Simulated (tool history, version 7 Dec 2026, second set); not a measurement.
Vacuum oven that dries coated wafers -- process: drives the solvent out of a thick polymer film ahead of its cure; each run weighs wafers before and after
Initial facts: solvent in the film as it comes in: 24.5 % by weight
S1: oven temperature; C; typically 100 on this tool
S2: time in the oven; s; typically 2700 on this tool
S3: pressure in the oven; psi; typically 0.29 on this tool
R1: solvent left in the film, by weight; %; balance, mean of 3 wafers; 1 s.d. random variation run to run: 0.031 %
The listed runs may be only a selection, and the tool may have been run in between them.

run,hour,S1,S2,S3,R1
1,0,100,2700,0.29,5.07
2,24.2,100,2700,0.29,4.96
3,55.1,100,2700,0.29,5
4,95.3,100,2700,0.29,4.99
5,116.4,100,2700,0.29,4.97
6,138,100,2700,0.29,5.02
7,172.5,100,2700,0.164,4.49
# hour 189.1: vacuum gauge cleaned of residue and calibrated
8,215.7,100,2700,0.164,4.33
9,257,100,2700,0.164,4.31
10,285.2,100,1620,0.29,8.15
11,324,100,1620,0.29,8.14
12,351.8,100,1620,0.29,8.15
13,383.8,100,2700,1.13,7.97
# hour 389.7: oven's thermocouples calibrated
14,426.8,100,2700,1.13,7.8
15,456.9,100,3300,0.184,3.14
16,484.8,100,3300,0.184,3.16
# hour 496.9: oven's thermocouples calibrated, once more
17,510.8,100,2460,1.073,8.35
18,529.6,89,2700,0.956,12.44
19,559,89,4440,0.522,7.57
20,589.6,89,4440,0.522,7.44
21,624.5,100,4740,0.445,2.97
22,648.6,100,4740,0.445,2.96
23,674.5,100,3540,0.26,3.28
24,705.1,98,2100,0.29,7.22
25,743.9,93,2700,0.29,7.64
26,777.9,99,2700,0.29,5.18
27,797.1,99,2700,0.29,5.14
28,819.3,102,2700,0.695,5.56

5 ways to go on from here, each from the tool as it stands after run 28. What would each give?
A,858.9,98,2700,0.29,?
B,858.9,102,2700,0.199,?
C,858.9,102,1860,1.078,?
D,858.9,92,1740,0.374,?
E,858.9,89,2700,0.573,?

run,R1
A,5.45
B,3.74
C,8.84
D,11.31
E,10.72
Had the tool no hidden state, the same runs would have come out as:
run,R1
A,5.66
B,3.91
C,9.09
D,11.54
E,10.98

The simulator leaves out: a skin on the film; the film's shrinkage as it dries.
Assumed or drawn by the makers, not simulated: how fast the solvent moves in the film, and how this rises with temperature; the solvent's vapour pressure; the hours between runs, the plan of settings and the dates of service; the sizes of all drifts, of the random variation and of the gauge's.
